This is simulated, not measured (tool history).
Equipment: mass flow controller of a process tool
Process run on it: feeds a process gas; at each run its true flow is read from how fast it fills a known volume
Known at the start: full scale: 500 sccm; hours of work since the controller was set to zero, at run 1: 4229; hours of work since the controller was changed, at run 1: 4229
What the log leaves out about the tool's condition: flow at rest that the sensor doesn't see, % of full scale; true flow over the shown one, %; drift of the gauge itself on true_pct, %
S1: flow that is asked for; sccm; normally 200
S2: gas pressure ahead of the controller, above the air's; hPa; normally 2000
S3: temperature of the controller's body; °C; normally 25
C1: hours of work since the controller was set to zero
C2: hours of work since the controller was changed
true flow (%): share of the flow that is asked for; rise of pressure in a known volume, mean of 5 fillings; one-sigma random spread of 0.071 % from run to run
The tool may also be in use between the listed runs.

run 1 hour=0.0 | S1=200 S2=2000 S3=25 | C1=4229 C2=4229 | true_flow_(%)=97.88
run 2 hour=76.1 | S1=200 S2=2000 S3=25 | C1=4275 C2=4275 | true_flow_(%)=97.95
run 3 hour=156.9 | S1=200 S2=2000 S3=25 | C1=4324 C2=4324 | true_flow_(%)=97.90
run 4 hour=246.3 | S1=200 S2=2000 S3=25 | C1=4378 C2=4378 | true_flow_(%)=97.89
run 5 hour=290.6 | S1=200 S2=2000 S3=25 | C1=4405 C2=4405 | true_flow_(%)=97.82
run 6 hour=336.7 | S1=200 S2=2000 S3=25 | C1=4433 C2=4433 | true_flow_(%)=97.86
run 7 hour=391.2 | S1=200 S2=2000 S3=25 | C1=4466 C2=4466 | true_flow_(%)=97.89
run 8 hour=452.3 | S1=200 S2=2000 S3=25 | C1=4503 C2=4503 | true_flow_(%)=97.81
run 9 hour=543.5 | S1=200 S2=2000 S3=25 | C1=4558 C2=4558 | true_flow_(%)=97.70
run 10 hour=592.1 | S1=200 S2=2000 S3=25 | C1=4588 C2=4588 | true_flow_(%)=97.83
run 11 hour=670.7 | S1=254 S2=2000 S3=25 | C1=4635 C2=4635 | true_flow_(%)=97.46
run 12 hour=749.7 | S1=176 S2=2000 S3=25 | C1=4683 C2=4683 | true_flow_(%)=97.93
run 13 hour=813.7 | S1=200 S2=2000 S3=25 | C1=4722 C2=4722 | true_flow_(%)=97.69
run 14 hour=883.4 | S1=200 S2=2000 S3=25 | C1=4764 C2=4764 | true_flow_(%)=97.78
run 15 hour=934.4 | S1=200 S2=2060 S3=25 | C1=4795 C2=4795 | true_flow_(%)=97.61
run 16 hour=994.8 | S1=200 S2=2000 S3=26 | C1=4831 C2=4831 | true_flow_(%)=97.65
run 17 hour=1053.7 | S1=200 S2=2000 S3=26 | C1=4867 C2=4867 | true_flow_(%)=97.57
run 18 hour=1109.9 | S1=200 S2=2000 S3=26 | C1=4901 C2=4901 | true_flow_(%)=97.51
run 19 hour=1196.4 | S1=200 S2=2000 S3=26 | C1=4953 C2=4953 | true_flow_(%)=97.45
run 20 hour=1293.9 | S1=200 S2=2000 S3=25 | C1=5012 C2=5012 | true_flow_(%)=97.52
run 21 hour=1365.5 | S1=200 S2=2000 S3=25 | C1=5056 C2=5056 | true_flow_(%)=97.57
run 22 hour=1448.6 | S1=200 S2=2000 S3=38 | C1=5106 C2=5106 | true_flow_(%)=96.36
run 23 hour=1548.8 | S1=200 S2=2000 S3=25 | C1=5167 C2=5167 | true_flow_(%)=97.56
-- hour=1557.5 controller's zero set anew
run 24 hour=1623.2 | S1=200 S2=2000 S3=26 | C1=40 C2=5212 | true_flow_(%)=97.71
run 25 hour=1726.1 | S1=135 S2=2000 S3=25 | C1=102 C2=5274 | true_flow_(%)=98.92
run 26 hour=1781.9 | S1=483 S2=2000 S3=27 | C1=136 C2=5308 | true_flow_(%)=96.97
run 27 hour=1850.7 | S1=309 S2=2000 S3=27 | C1=177 C2=5349 | true_flow_(%)=96.96
run 28 hour=1899.9 | S1=309 S2=2000 S3=27 | C1=207 C2=5379 | true_flow_(%)=97.20
run 29 hour=1970.0 | S1=201 S2=2000 S3=27 | C1=250 C2=5421 | true_flow_(%)=97.62
run 30 hour=2014.3 | S1=191 S2=2580 S3=25 | C1=276 C2=5448 | true_flow_(%)=97.68
-- hour=2026.4 controller's zero set anew, once more
run 31 hour=2064.6 | S1=191 S2=1960 S3=25 | C1=23 C2=5478 | true_flow_(%)=95.44
run 32 hour=2141.3 | S1=191 S2=1960 S3=25 | C1=70 C2=5525 | true_flow_(%)=95.47
-- hour=2172.9 controller exchanged for a calibrated one
run 33 hour=2187.3 | S1=200 S2=1650 S3=32 | C1=9 C2=9 | true_flow_(%)=99.16
run 34 hour=2275.6 | S1=200 S2=1650 S3=32 | C1=62 C2=62 | true_flow_(%)=99.10
run 35 hour=2343.0 | S1=200 S2=1440 S3=25 | C1=103 C2=103 | true_flow_(%)=99.72
run 36 hour=2417.5 | S1=200 S2=2520 S3=29 | C1=148 C2=148 | true_flow_(%)=99.12
run 37 hour=2507.0 | S1=211 S2=1480 S3=25 | C1=202 C2=202 | true_flow_(%)=99.61
run 38 hour=2606.9 | S1=159 S2=2480 S3=32 | C1=263 C2=263 | true_flow_(%)=98.64
run 39 hour=2667.2 | S1=115 S2=1800 S3=36 | C1=299 C2=299 | true_flow_(%)=98.49
run 40 hour=2750.5 | S1=115 S2=1800 S3=25 | C1=350 C2=350 | true_flow_(%)=99.42
run 41 hour=2854.3 | S1=115 S2=1800 S3=25 | C1=412 C2=412 | true_flow_(%)=99.56
run 42 hour=2901.1 | S1=409 S2=1800 S3=25 | C1=441 C2=441 | true_flow_(%)=99.77
run 43 hour=2997.2 | S1=109 S2=2000 S3=25 | C1=499 C2=499 | true_flow_(%)=99.42
run 44 hour=3059.5 | S1=103 S2=1440 S3=25 | C1=537 C2=537 | true_flow_(%)=99.38
run 45 hour=3162.7 | S1=215 S2=2230 S3=27 | C1=599 C2=599 | true_flow_(%)=99.24
run 46 hour=3241.0 | S1=70 S2=2010 S3=21 | C1=646 C2=646 | true_flow_(%)=99.91
run 47 hour=3326.1 | S1=200 S2=1850 S3=36 | C1=698 C2=698 | true_flow_(%)=98.47
run 48 hour=3414.4 | S1=200 S2=1550 S3=25 | C1=751 C2=751 | true_flow_(%)=99.49

What if the next run were any one of these 3? Each begins from the tool's condition after run 48:
run A hour=3467.2 | S1=212 S2=1900 S3=24 | C1=783 C2=783 | true_flow_(%)=?
run B hour=3467.2 | S1=110 S2=2000 S3=25 | C1=783 C2=783 | true_flow_(%)=?
run C hour=3467.2 | S1=182 S2=1550 S3=33 | C1=783 C2=783 | true_flow_(%)=?

run=A true_flow_(%)=99.44
run=B true_flow_(%)=99.36
run=C true_flow_(%)=98.71
Without the tool's hidden state the same runs would have given:
run=A true_flow_(%)=99.61
run=B true_flow_(%)=99.28
run=C true_flow_(%)=98.83
